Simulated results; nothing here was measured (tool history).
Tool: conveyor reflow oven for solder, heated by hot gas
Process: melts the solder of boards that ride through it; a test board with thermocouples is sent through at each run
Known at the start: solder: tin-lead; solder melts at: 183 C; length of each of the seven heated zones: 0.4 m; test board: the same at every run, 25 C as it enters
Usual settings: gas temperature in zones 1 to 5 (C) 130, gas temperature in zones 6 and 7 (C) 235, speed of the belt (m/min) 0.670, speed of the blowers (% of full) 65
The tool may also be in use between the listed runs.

run,day,gas temperature in zones 1 to 5 (C),gas temperature in zones 6 and 7 (C),speed of the belt (m/min),speed of the blowers (% of full),highest temperature of the board (C),time above the solder's melting point (s)
1,0.000,130,235,0.670,65,214.0,50.1
2,1.246,130,235,0.670,65,212.1,49.5
# day 3.321: flux residue cleaned out of gas plates and filters
3,3.579,130,235,0.670,65,216.4,52.7
4,5.079,130,235,0.670,65,215.5,51.9
# day 5.512: thermocouples of zones 6 and 7 changed
5,6.642,145,235,0.670,65,220.4,60.2
6,7.958,145,235,0.670,65,220.7,59.6
7,9.933,145,235,0.670,65,219.7,60.4
8,12.104,145,235,0.677,65,219.6,59.6
9,13.558,145,235,0.677,53,216.0,56.6
10,15.117,145,234,0.677,53,214.6,55.3
11,16.688,145,234,0.677,53,215.0,55.8
12,18.075,130,235,0.670,65,215.7,52.8
# day 18.558: flux residue cleaned out of gas plates and filters
13,20.492,130,235,0.670,58,215.9,52.2
# day 21.529: belt drive overhauled, speed set with a stopwatch
14,22.738,130,235,0.670,58,213.3,48.6
15,24.054,130,235,0.790,65,208.9,36.6
16,25.846,130,235,0.670,51,211.2,46.1
17,28.025,130,235,0.670,51,211.0,45.4
18,29.267,130,235,0.670,51,211.3,45.2
19,31.583,144,247,0.786,60,219.9,49.2
# day 33.892: flux residue cleaned out of gas plates and filters
20,33.892,130,249,0.670,60,227.3,58.3
21,35.988,130,235,0.670,69,216.3,51.2
22,37.050,130,227,0.593,65,212.4,55.1
23,38.821,130,235,0.585,65,219.6,61.9
24,40.179,118,235,0.670,80,216.1,46.9
25,42.221,130,233,0.590,65,216.4,59.1
26,44.000,116,230,0.634,89,213.2,48.0
27,45.888,116,235,0.634,89,217.2,52.0
28,47.592,116,245,0.621,73,223.4,56.7
# day 49.179: flux residue cleaned out of gas plates and filters
29,49.692,130,235,0.631,80,219.2,58.1

Hidden state or all else? Some run-to-run changes of highest temperature of the board (C), split into what the settings, what came in and random variation would give without the hidden state, and what is left for the hidden state (with any gauge scatter that isn't in both results):
The hidden state here: heat that the gas passes to the board, % of a clean oven's; belt's true speed, % of the reading; true gas temperature in zones 6 and 7 over the reading, C; drift of the gauge itself on peak_c, C; drift of the gauge itself on liquid_s, %.
Run 18 -> 19: gas temperature in zones 1 to 5 (C) 130 -> 144, gas temperature in zones 6 and 7 (C) 235 -> 247, speed of the belt (m/min) 0.670 -> 0.786, speed of the blowers (% of full) 51 -> 60. highest temperature of the board (C) +8.6: hidden state -1.0, all else +9.6.
Run 19 -> 20: gas temperature in zones 1 to 5 (C) 144 -> 130, gas temperature in zones 6 and 7 (C) 247 -> 249, speed of the belt (m/min) 0.786 -> 0.670, flux residue cleaned out of gas plates and filters. highest temperature of the board (C) +7.4: hidden state +2.6, all else +4.8.
Run 20 -> 21: gas temperature in zones 6 and 7 (C) 249 -> 235, speed of the blowers (% of full) 60 -> 69. highest temperature of the board (C) -11.0: hidden state -0.5, all else -10.5.
Run 28 -> 29: gas temperature in zones 1 to 5 (C) 116 -> 130, gas temperature in zones 6 and 7 (C) 245 -> 235, speed of the belt (m/min) 0.621 -> 0.631, speed of the blowers (% of full) 73 -> 80, flux residue cleaned out of gas plates and filters. highest temperature of the board (C) -4.2: hidden state +2.4, all else -6.6.
